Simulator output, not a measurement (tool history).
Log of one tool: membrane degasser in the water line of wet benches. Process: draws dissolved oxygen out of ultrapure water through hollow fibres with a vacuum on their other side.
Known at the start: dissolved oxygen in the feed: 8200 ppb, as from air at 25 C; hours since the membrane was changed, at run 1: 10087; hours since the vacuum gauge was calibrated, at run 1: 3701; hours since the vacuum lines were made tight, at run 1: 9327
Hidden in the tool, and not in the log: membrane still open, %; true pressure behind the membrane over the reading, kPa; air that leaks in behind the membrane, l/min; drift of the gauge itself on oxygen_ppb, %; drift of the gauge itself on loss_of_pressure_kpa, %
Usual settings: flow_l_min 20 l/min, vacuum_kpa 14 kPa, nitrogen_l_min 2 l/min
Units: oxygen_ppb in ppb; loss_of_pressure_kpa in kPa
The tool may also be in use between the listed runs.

run,hour,flow_l_min,vacuum_kpa,nitrogen_l_min,hours since the membrane was changed,hours since the vacuum gauge was calibrated,hours since the vacuum lines were made tight,oxygen_ppb,loss_of_pressure_kpa
1,0,20,14,2,10087,3701,9327,259.9,70.4
2,151.1,20,14,2,10238,3853,9478,260.8,70.37
# hour 292.9: seals of the vacuum lines changed
3,365.6,20,14,2,10451,4065,73,257.9,70.33
4,609.2,20,14,2,10695,4309,316,258.6,70.41
5,900.1,20,14,2,10986,4600,607,260.4,70.57
6,1090.4,20,14,2,11176,4790,797,258.5,70.44
7,1215.8,20,14,2.88,11301,4915,923,186.6,70.98
8,1392.6,20,17.5,2,11478,5092,1100,334.9,71.16
9,1525.1,29,14,2,11610,5225,1232,389.9,103.13
10,1685.1,29,14,2,11770,5385,1392,391.2,102.75
11,1825,29,14,2,11910,5524,1532,393,103.27
12,1952.1,20,14,2.29,12037,5652,1659,230.9,70.62
13,2108.7,20,14,2.29,12194,5808,1816,230.4,70.81
14,2326.9,13,14.8,2.05,12412,6026,2034,177.6,46.2
# hour 2377.4: vacuum gauge calibrated
15,2611.3,25,13.3,1.25,12696,234,2318,453.6,89.3
16,2843.1,25,13.3,1.25,12928,466,2550,458.9,89.42
17,3128.1,21,14,2,13213,751,2835,273.2,74.88
18,3275.3,21,14,2,13360,898,2982,273.1,75.32
19,3443.7,21,14,2,13529,1066,3150,274.3,74.74
20,3732.8,20,14,2.49,13818,1355,3439,214.4,71.52
21,4011,20,15.1,2.49,14096,1634,3718,234.3,71.8
22,4277.2,22,13.7,2,14362,1900,3984,279.7,78.82
23,4404.1,14,23.8,5.71,14489,2027,4111,125.9,49.89
24,4672.2,14,23.8,5.71,14757,2295,4379,127.2,50.19
25,4886.1,14,23.8,2.68,14971,2509,4593,258.5,50.5

Forecast each of these 5 alternatives for the next run:
A,5042.5,19,14,1.15,15127,2665,4749,?,?
B,5042.5,14,23.8,1.07,15127,2665,4749,?,?
C,5042.5,20,27.8,1.78,15127,2665,4749,?,?
D,5042.5,26,14,1.76,15127,2665,4749,?,?
E,5042.5,24,21.4,1.23,15127,2665,4749,?,?

run,oxygen_ppb,loss_of_pressure_kpa
A,399.8,68.63
B,591.1,50.45
C,617.2,72.23
D,387.7,93.67
E,755.3,87
Without the tool's hidden state the same runs would have given:
run,oxygen_ppb,loss_of_pressure_kpa
A,393.7,64.07
B,585.7,47.09
C,609.9,67.42
D,375.2,87.45
E,744.6,81.23
